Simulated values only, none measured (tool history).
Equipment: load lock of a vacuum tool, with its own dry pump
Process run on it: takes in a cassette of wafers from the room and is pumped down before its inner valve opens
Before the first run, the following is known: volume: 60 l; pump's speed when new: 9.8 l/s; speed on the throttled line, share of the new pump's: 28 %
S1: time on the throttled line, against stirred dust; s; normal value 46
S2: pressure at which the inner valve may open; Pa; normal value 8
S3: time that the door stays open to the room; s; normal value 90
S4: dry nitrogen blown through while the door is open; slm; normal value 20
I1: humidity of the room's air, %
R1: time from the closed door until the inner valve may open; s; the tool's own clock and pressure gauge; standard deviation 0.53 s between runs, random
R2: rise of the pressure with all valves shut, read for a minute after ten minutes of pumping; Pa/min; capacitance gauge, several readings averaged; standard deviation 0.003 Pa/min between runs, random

run    hour  S1  S2   S3  S4    I1     R1     R2
  1       0  46   8   90  20  47.3   90.4  0.039
  2   432.3  46   8   90  20    46   91.2  0.034
  3   822.9  46   8   90  20  46.1   91.9  0.029
  4  1025.8  46   8   90  20    48   90.6  0.033
  5    1242  46   8   90  20  44.2   91.1  0.033
  6  1612.6  46   8   90  20  44.3   90.9  0.033
  7  2011.1  46   8   90  20  45.2   91.3  0.035
  8  2371.8  46   8   90  20  44.8   91.5  0.034
  9    2573  46   8   90  20  47.4   92.1  0.029
 10  2879.4  46   8   90  20  44.6   91.8  0.031
 11  3121.9  46   7  130  11  45.8   91.7  0.052
 12  3437.2  46   8  204  20  47.4   91.4  0.047
 13  3666.3  46   8  204  20  44.6   90.9  0.045
 14  3871.8  24   7   56  20  43.2   76.6  0.025
 15  4219.5  31   7   32   6  47.7   80.5  0.035
 16  4530.8  77   7  115  39  46.6  114.6  0.029
 17    4747  34   7   95   5    44   83.3  0.055
 18  4994.3  56  11  150  19  42.6   96.1  0.041
 19  5376.3  32   8   50  24  42.4   80.7  0.021

What if the next run were any one of these 4? Each begins from the tool's condition after run 19:
  A  5738.6  78   8  27   5  43.8   ?   ?
  B  5738.6  32   9  50  24  46.1   ?   ?
  C  5738.6  65  12  90  20  44.2   ?   ?
  D  5738.6  37   8  35  20  41.5   ?   ?

run     R1     R2
  A  113.6  0.033
  B     80  0.027
  C  101.5  0.033
  D   84.6  0.021
Had the tool no hidden state, the same runs would have come out as:
run     R1     R2
  A  113.5  0.032
  B   79.8  0.026
  C  101.4  0.032
  D   84.5   0.02

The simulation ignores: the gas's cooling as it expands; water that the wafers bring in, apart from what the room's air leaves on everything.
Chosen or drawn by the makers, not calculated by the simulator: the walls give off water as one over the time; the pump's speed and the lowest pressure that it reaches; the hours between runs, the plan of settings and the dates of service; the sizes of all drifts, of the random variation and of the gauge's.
